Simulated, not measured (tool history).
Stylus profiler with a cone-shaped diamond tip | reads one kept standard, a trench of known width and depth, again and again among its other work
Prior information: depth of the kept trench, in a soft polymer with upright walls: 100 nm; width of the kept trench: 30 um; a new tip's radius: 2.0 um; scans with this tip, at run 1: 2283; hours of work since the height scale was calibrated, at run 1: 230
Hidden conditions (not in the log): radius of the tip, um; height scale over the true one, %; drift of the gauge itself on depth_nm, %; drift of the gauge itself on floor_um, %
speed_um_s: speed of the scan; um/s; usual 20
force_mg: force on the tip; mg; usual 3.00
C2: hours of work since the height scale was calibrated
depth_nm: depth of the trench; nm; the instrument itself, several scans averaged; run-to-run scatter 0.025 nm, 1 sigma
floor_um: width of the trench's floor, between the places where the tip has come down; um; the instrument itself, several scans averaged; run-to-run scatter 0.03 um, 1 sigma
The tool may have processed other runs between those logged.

{"run": 1, "hour": 0.0, "speed_um_s": 20, "force_mg": 3.0, "scans with this tip": 2283, "C2": 230, "depth_nm": 101.7, "floor_um": 28.68}
{"run": 2, "hour": 10.0, "speed_um_s": 20, "force_mg": 3.0, "scans with this tip": 2331, "C2": 235, "depth_nm": 101.7, "floor_um": 28.67}
{"run": 3, "hour": 20.5, "speed_um_s": 20, "force_mg": 3.0, "scans with this tip": 2382, "C2": 240, "depth_nm": 101.73, "floor_um": 28.67}
{"run": 4, "hour": 35.7, "speed_um_s": 20, "force_mg": 3.0, "scans with this tip": 2456, "C2": 248, "depth_nm": 101.69, "floor_um": 28.67}
{"run": 5, "hour": 50.3, "speed_um_s": 20, "force_mg": 3.0, "scans with this tip": 2526, "C2": 255, "depth_nm": 101.72, "floor_um": 28.69}
{"run": 6, "hour": 64.1, "speed_um_s": 20, "force_mg": 3.0, "scans with this tip": 2593, "C2": 261, "depth_nm": 101.76, "floor_um": 28.74}
{"run": 7, "hour": 74.0, "speed_um_s": 55, "force_mg": 3.0, "scans with this tip": 2641, "C2": 266, "depth_nm": 101.72, "floor_um": 28.5}
{"run": 8, "hour": 88.4, "speed_um_s": 55, "force_mg": 3.0, "scans with this tip": 2711, "C2": 273, "depth_nm": 101.75, "floor_um": 28.53}
{"run": 9, "hour": 98.7, "speed_um_s": 21, "force_mg": 3.0, "scans with this tip": 2761, "C2": 278, "depth_nm": 101.74, "floor_um": 28.67}
{"run": 10, "hour": 111.9, "speed_um_s": 21, "force_mg": 3.0, "scans with this tip": 2825, "C2": 285, "depth_nm": 101.72, "floor_um": 28.63}
{"run": 11, "hour": 125.9, "speed_um_s": 21, "force_mg": 3.0, "scans with this tip": 2892, "C2": 292, "depth_nm": 101.7, "floor_um": 28.69}
{"run": 12, "hour": 141.3, "speed_um_s": 21, "force_mg": 3.0, "scans with this tip": 2967, "C2": 299, "depth_nm": 101.74, "floor_um": 28.65}
{"run": 13, "hour": 153.9, "speed_um_s": 64, "force_mg": 3.0, "scans with this tip": 3028, "C2": 305, "depth_nm": 101.77, "floor_um": 28.55}
{"run": 14, "hour": 163.3, "speed_um_s": 33, "force_mg": 3.0, "scans with this tip": 3073, "C2": 310, "depth_nm": 101.76, "floor_um": 28.62}
{"run": 15, "hour": 173.7, "speed_um_s": 33, "force_mg": 3.0, "scans with this tip": 3124, "C2": 315, "depth_nm": 101.75, "floor_um": 28.61}
{"run": 16, "hour": 184.5, "speed_um_s": 20, "force_mg": 3.0, "scans with this tip": 3176, "C2": 320, "depth_nm": 101.7, "floor_um": 28.63}
{"run": 17, "hour": 197.3, "speed_um_s": 20, "force_mg": 3.0, "scans with this tip": 3238, "C2": 326, "depth_nm": 101.76, "floor_um": 28.69}
{"run": 18, "hour": 212.1, "speed_um_s": 49, "force_mg": 3.0, "scans with this tip": 3310, "C2": 334, "depth_nm": 101.73, "floor_um": 28.51}
{"run": 19, "hour": 218.5, "speed_um_s": 49, "force_mg": 1.86, "scans with this tip": 3341, "C2": 337, "depth_nm": 101.21, "floor_um": 28.48}
{"run": 20, "hour": 226.0, "speed_um_s": 20, "force_mg": 3.0, "scans with this tip": 3377, "C2": 340, "depth_nm": 101.76, "floor_um": 28.64}
{"run": 21, "hour": 233.0, "speed_um_s": 20, "force_mg": 3.0, "scans with this tip": 3411, "C2": 344, "depth_nm": 101.75, "floor_um": 28.69}
{"run": 22, "hour": 242.3, "speed_um_s": 20, "force_mg": 3.0, "scans with this tip": 3455, "C2": 348, "depth_nm": 101.72, "floor_um": 28.69}
{"run": 23, "hour": 251.1, "speed_um_s": 20, "force_mg": 3.0, "scans with this tip": 3498, "C2": 353, "depth_nm": 101.72, "floor_um": 28.66}
{"run": 24, "hour": 263.5, "speed_um_s": 20, "force_mg": 3.0, "scans with this tip": 3558, "C2": 359, "depth_nm": 101.75, "floor_um": 28.65}
{"run": 25, "hour": 278.0, "speed_um_s": 36, "force_mg": 3.32, "scans with this tip": 3628, "C2": 366, "depth_nm": 101.85, "floor_um": 28.67}
{"run": 26, "hour": 287.0, "speed_um_s": 13, "force_mg": 5.4, "scans with this tip": 3672, "C2": 370, "depth_nm": 102.53, "floor_um": 28.67}
{"run": 27, "hour": 299.7, "speed_um_s": 13, "force_mg": 5.4, "scans with this tip": 3734, "C2": 376, "depth_nm": 102.53, "floor_um": 28.74}
{"run": 28, "hour": 314.1, "speed_um_s": 38, "force_mg": 1.07, "scans with this tip": 3803, "C2": 383, "depth_nm": 100.85, "floor_um": 28.48}
{"run": 29, "hour": 324.9, "speed_um_s": 38, "force_mg": 1.07, "scans with this tip": 3855, "C2": 389, "depth_nm": 100.86, "floor_um": 28.52}
{"run": 30, "hour": 338.9, "speed_um_s": 18, "force_mg": 5.14, "scans with this tip": 3923, "C2": 396, "depth_nm": 102.45, "floor_um": 28.72}
{"run": 31, "hour": 352.4, "speed_um_s": 21, "force_mg": 5.1, "scans with this tip": 3989, "C2": 402, "depth_nm": 102.43, "floor_um": 28.64}
{"run": 32, "hour": 361.1, "speed_um_s": 55, "force_mg": 8.16, "scans with this tip": 4031, "C2": 406, "depth_nm": 103.41, "floor_um": 28.63}
{"run": 33, "hour": 373.2, "speed_um_s": 34, "force_mg": 2.66, "scans with this tip": 4089, "C2": 412, "depth_nm": 101.6, "floor_um": 28.63}
{"run": 34, "hour": 388.8, "speed_um_s": 34, "force_mg": 2.66, "scans with this tip": 4165, "C2": 420, "depth_nm": 101.56, "floor_um": 28.62}
{"run": 35, "hour": 401.0, "speed_um_s": 13, "force_mg": 1.04, "scans with this tip": 4224, "C2": 426, "depth_nm": 100.83, "floor_um": 28.69}
{"run": 36, "hour": 415.8, "speed_um_s": 22, "force_mg": 1.58, "scans with this tip": 4295, "C2": 433, "depth_nm": 101.08, "floor_um": 28.56}
{"run": 37, "hour": 427.9, "speed_um_s": 47, "force_mg": 7.52, "scans with this tip": 4354, "C2": 439, "depth_nm": 103.2, "floor_um": 28.66}
{"run": 38, "hour": 434.6, "speed_um_s": 20, "force_mg": 1.6, "scans with this tip": 4386, "C2": 442, "depth_nm": 101.1, "floor_um": 28.62}
{"run": 39, "hour": 441.8, "speed_um_s": 70, "force_mg": 2.67, "scans with this tip": 4421, "C2": 446, "depth_nm": 101.58, "floor_um": 28.41}
{"run": 40, "hour": 448.9, "speed_um_s": 70, "force_mg": 2.67, "scans with this tip": 4455, "C2": 449, "depth_nm": 101.58, "floor_um": 28.47}
{"run": 41, "hour": 456.3, "speed_um_s": 56, "force_mg": 1.93, "scans with this tip": 4491, "C2": 453, "depth_nm": 101.28, "floor_um": 28.47}
{"run": 42, "hour": 462.6, "speed_um_s": 56, "force_mg": 1.93, "scans with this tip": 4522, "C2": 456, "depth_nm": 101.24, "floor_um": 28.47}
{"run": 43, "hour": 475.0, "speed_um_s": 56, "force_mg": 1.93, "scans with this tip": 4582, "C2": 462, "depth_nm": 101.27, "floor_um": 28.45}
{"run": 44, "hour": 486.7, "speed_um_s": 56, "force_mg": 1.93, "scans with this tip": 4639, "C2": 468, "depth_nm": 101.26, "floor_um": 28.43}
{"run": 45, "hour": 501.5, "speed_um_s": 27, "force_mg": 4.99, "scans with this tip": 4710, "C2": 475, "depth_nm": 102.41, "floor_um": 28.67}
{"run": 46, "hour": 515.5, "speed_um_s": 6, "force_mg": 4.99, "scans with this tip": 4778, "C2": 482, "depth_nm": 102.38, "floor_um": 28.72}
{"run": 47, "hour": 530.3, "speed_um_s": 6, "force_mg": 4.99, "scans with this tip": 4849, "C2": 489, "depth_nm": 102.41, "floor_um": 28.75}
{"run": 48, "hour": 542.0, "speed_um_s": 13, "force_mg": 2.35, "scans with this tip": 4906, "C2": 495, "depth_nm": 101.43, "floor_um": 28.72}

Below are 3 alternative next runs, each starting from the tool's condition after run 48. Predict each:
{"run": "A", "hour": 553.3, "speed_um_s": 13, "force_mg": 4.92, "scans with this tip": 4961, "C2": 500, "depth_nm": "?", "floor_um": "?"}
{"run": "B", "hour": 553.3, "speed_um_s": 10, "force_mg": 5.5, "scans with this tip": 4961, "C2": 500, "depth_nm": "?", "floor_um": "?"}
{"run": "C", "hour": 553.3, "speed_um_s": 73, "force_mg": 3.0, "scans with this tip": 4961, "C2": 500, "depth_nm": "?", "floor_um": "?"}

run=A depth_nm=102.41 floor_um=28.74
run=B depth_nm=102.62 floor_um=28.69
run=C depth_nm=101.71 floor_um=28.48
Stripped of hidden state, with their random variation kept, the same runs would have yielded:
run=A depth_nm=102.42 floor_um=28.74
run=B depth_nm=102.62 floor_um=28.70
run=C depth_nm=101.71 floor_um=28.48
